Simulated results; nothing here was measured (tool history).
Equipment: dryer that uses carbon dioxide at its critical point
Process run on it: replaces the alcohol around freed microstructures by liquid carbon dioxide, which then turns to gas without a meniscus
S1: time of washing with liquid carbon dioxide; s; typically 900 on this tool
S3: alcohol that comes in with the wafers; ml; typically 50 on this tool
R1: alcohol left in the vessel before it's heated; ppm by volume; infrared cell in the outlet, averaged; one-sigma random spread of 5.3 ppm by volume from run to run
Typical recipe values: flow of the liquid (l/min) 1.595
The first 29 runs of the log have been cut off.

Run 30, hour 293.6: usual settings but S1 720 s, S3 30 ml. Result: R1 232 ppm by volume.
Run 31, hour 302.5: usual settings but S1 1320 s, S3 65 ml. Result: R1 55 ppm by volume.
Run 32, hour 310.4: usual settings but S1 1200 s, flow of the liquid (l/min) 2.250, S3 80 ml. Result: R1 41 ppm by volume.
Run 33, hour 323.8: usual settings but S1 1200 s, flow of the liquid (l/min) 2.610, S3 39 ml. Result: R1 34 ppm by volume.
Run 34, hour 332.6: usual settings but S1 1200 s, flow of the liquid (l/min) 2.610, S3 39 ml. Result: R1 36 ppm by volume.
Run 35, hour 341.9: usual settings but S1 660 s, flow of the liquid (l/min) 2.160, S3 56 ml. Result: R1 194 ppm by volume.
Run 36, hour 356.6: usual settings but flow of the liquid (l/min) 2.200, S3 56 ml. Result: R1 69 ppm by volume.
Run 37, hour 366.2: usual settings but S1 600 s, flow of the liquid (l/min) 1.190, S3 63 ml. Result: R1 1771 ppm by volume.
Run 38, hour 377.9: usual settings but S1 600 s, flow of the liquid (l/min) 1.780. Result: R1 494 ppm by volume.
Run 39, hour 391.0: usual settings but S1 600 s, flow of the liquid (l/min) 1.780. Result: R1 500 ppm by volume.
Run 40, hour 402.3: usual settings but S1 600 s, flow of the liquid (l/min) 1.780. Result: R1 482 ppm by volume.
Run 41, hour 412.5: usual settings but S1 1080 s, flow of the liquid (l/min) 2.530, S3 32 ml. Result: R1 43 ppm by volume.
Run 42, hour 426.1: usual settings but S1 1260 s, flow of the liquid (l/min) 1.850, S3 41 ml. Result: R1 53 ppm by volume.
Run 43, hour 434.8: usual settings but flow of the liquid (l/min) 1.040, S3 68 ml. Result: R1 1010 ppm by volume.
Run 44, hour 448.1: usual settings but S1 720 s, flow of the liquid (l/min) 2.390, S3 118 ml. Result: R1 181 ppm by volume.
Run 45, hour 461.9: usual settings but S1 720 s, flow of the liquid (l/min) 2.630, S3 39 ml. Result: R1 69 ppm by volume.
Run 46, hour 476.3: usual settings but S1 720 s, flow of the liquid (l/min) 2.100, S3 76 ml. Result: R1 215 ppm by volume.

Here are 3 independent what-if runs from the current tool condition. What would each one return?
Run A, hour 486.7: usual settings but S1 960 s, flow of the liquid (l/min) 2.100, S3 25 ml. Result: R1 ?.
Run B, hour 486.7: usual settings but S1 1020 s, S3 71 ml. Result: R1 ?.
Run C, hour 486.7: usual settings but S1 840 s, flow of the liquid (l/min) 2.500, S3 76 ml. Result: R1 ?.

run   R1
  A   56
  B  173
  C   74
Stripped of hidden state, with their random variation kept, the same runs would have yielded:
run  R1
  A  13
  B  93
  C  24
